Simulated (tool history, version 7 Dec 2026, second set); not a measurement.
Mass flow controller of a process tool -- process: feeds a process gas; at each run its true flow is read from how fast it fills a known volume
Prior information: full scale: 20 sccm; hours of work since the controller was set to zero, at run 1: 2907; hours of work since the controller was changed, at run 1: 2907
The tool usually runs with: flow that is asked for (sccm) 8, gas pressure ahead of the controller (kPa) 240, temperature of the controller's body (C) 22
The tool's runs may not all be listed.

run,hour,flow that is asked for (sccm),gas pressure ahead of the controller (kPa),temperature of the controller's body (C),hours of work since the controller was set to zero,hours of work since the controller was changed,true flow (%)
1,0,8,240,22,2907,2907,101.73
2,129.2,8,240,22,2976,2976,101.71
3,233.5,8,240,22,3032,3032,101.81
4,322.4,19,240,22,3080,3080,101.39
5,460.9,19,240,22,3154,3154,101.58
6,574.6,8,240,22,3215,3215,102.01
7,643.9,8,240,22,3253,3253,101.9
8,714.7,8,240,22,3291,3291,102
# hour 725.7: controller's zero set anew
9,773.3,8,240,22,26,3322,102.32
10,888.5,8,240,22,87,3384,102.29
11,1005.1,5,240,22,150,3446,103.79
12,1098.1,5,240,22,200,3496,103.94
13,1207,7,240,33,258,3555,103.83
14,1313.9,9,203,22,316,3612,102.56
# hour 1418.4: controller's zero set anew, once more
15,1424.9,13,261,34,3,3671,101.53
16,1528.3,3,156,22,59,3727,100.15
17,1647.8,3,156,22,123,3791,100.32
18,1736.2,3,156,26,171,3839,100.79
19,1808.9,8,143,32,210,3878,101.57

Predict each of these 5 candidate next runs independently; none follows another, all start after run 19:
A,1932.8,8,206,23,276,3944,?
B,1932.8,3,272,22,276,3944,?
C,1932.8,5,240,22,276,3944,?
D,1932.8,12,227,22,276,3944,?
E,1932.8,6,193,22,276,3944,?

run,true flow (%)
A,100.37
B,100.27
C,100.28
D,100.63
E,100.35
The same runs, with their run-to-run variation unchanged, on a tool lacking any hidden condition would have given:
run,true flow (%)
A,98.69
B,98.16
C,98.44
D,99.03
E,98.58
